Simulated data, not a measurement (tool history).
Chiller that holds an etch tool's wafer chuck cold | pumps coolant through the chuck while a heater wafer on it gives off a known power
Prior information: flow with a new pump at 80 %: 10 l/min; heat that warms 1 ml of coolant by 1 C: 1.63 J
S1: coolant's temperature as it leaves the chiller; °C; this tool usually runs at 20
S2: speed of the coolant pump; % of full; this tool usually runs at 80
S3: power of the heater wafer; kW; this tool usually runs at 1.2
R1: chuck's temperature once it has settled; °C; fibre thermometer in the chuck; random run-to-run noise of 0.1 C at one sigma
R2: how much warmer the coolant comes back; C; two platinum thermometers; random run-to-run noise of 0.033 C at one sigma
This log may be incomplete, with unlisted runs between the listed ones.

run 1 hour=0 | S1=20 S2=80 S3=1.2 | R1=28.1 R2=4.4
run 2 hour=41 | S1=20 S2=80 S3=1.2 | R1=28.3 R2=4.44
run 3 hour=91.3 | S1=20 S2=80 S3=1.2 | R1=28.2 R2=4.44
run 4 hour=147.1 | S1=20 S2=80 S3=1.2 | R1=28.2 R2=4.43
run 5 hour=208.5 | S1=20 S2=80 S3=1.2 | R1=28.2 R2=4.39
run 6 hour=258.3 | S1=20 S2=83 S3=1.2 | R1=28.2 R2=4.26
run 7 hour=291.5 | S1=20 S2=83 S3=0.898 | R1=25.9 R2=3.22
run 8 hour=351.5 | S1=20 S2=90 S3=0.898 | R1=25.5 R2=2.88
run 9 hour=410.1 | S1=20 S2=90 S3=0.898 | R1=25.4 R2=2.96
run 10 hour=441.1 | S1=20 S2=87 S3=1.2 | R1=27.6 R2=4.11
run 11 hour=480.6 | S1=20 S2=87 S3=1.2 | R1=27.7 R2=4.11
run 12 hour=516.9 | S1=20 S2=87 S3=1.2 | R1=27.6 R2=4.05
run 13 hour=556 | S1=20 S2=87 S3=1.2 | R1=27.5 R2=4.08
run 14 hour=590.6 | S1=20 S2=87 S3=1.2 | R1=27.6 R2=4.09
run 15 hour=643.3 | S1=20 S2=80 S3=1.2 | R1=28.4 R2=4.51
run 16 hour=704.2 | S1=20 S2=80 S3=1.2 | R1=28.3 R2=4.52
run 17 hour=767.4 | S1=20 S2=80 S3=1.2 | R1=28.5 R2=4.52
run 18 hour=801.6 | S1=22 S2=66 S3=1.2 | R1=31.7 R2=5.64
run 19 hour=855.6 | S1=22 S2=66 S3=1.2 | R1=31.8 R2=5.56
run 20 hour=896.6 | S1=22 S2=63 S3=0.809 | R1=28.9 R2=3.97
run 21 hour=930.5 | S1=20 S2=93 S3=0.73 | R1=24.3 R2=2.46
run 22 hour=969.7 | S1=14 S2=88 S3=0.707 | R1=18.4 R2=2.41
run 23 hour=1000 | S1=17 S2=88 S3=0.707 | R1=21.5 R2=2.59
run 24 hour=1047.8 | S1=17 S2=72 S3=0.707 | R1=22.2 R2=3.11
run 25 hour=1096.7 | S1=16 S2=95 S3=1.148 | R1=22.8 R2=3.69
run 26 hour=1162.1 | S1=16 S2=95 S3=1.148 | R1=22.7 R2=3.63
run 27 hour=1226.7 | S1=24 S2=76 S3=1.2 | R1=32.6 R2=4.85
run 28 hour=1260.2 | S1=24 S2=76 S3=1.245 | R1=32.9 R2=4.86
run 29 hour=1314.7 | S1=20 S2=93 S3=1.2 | R1=27.1 R2=3.74
run 30 hour=1380.5 | S1=13 S2=78 S3=0.921 | R1=19.3 R2=3.5
run 31 hour=1430.6 | S1=19 S2=80 S3=1.2 | R1=27.2 R2=4.4

Withheld: 1 entry from between the runs. Position of each, and hidden state at the listed run before versus the listed run after:
Runs 27 to 28: gauge calibrated (hour 1256.5)
  drift of the gauge itself on warmer_back_c, C: 0.18 -> 0
  measured value less the no-hidden-state value, R2: +0.18 -> +0 C

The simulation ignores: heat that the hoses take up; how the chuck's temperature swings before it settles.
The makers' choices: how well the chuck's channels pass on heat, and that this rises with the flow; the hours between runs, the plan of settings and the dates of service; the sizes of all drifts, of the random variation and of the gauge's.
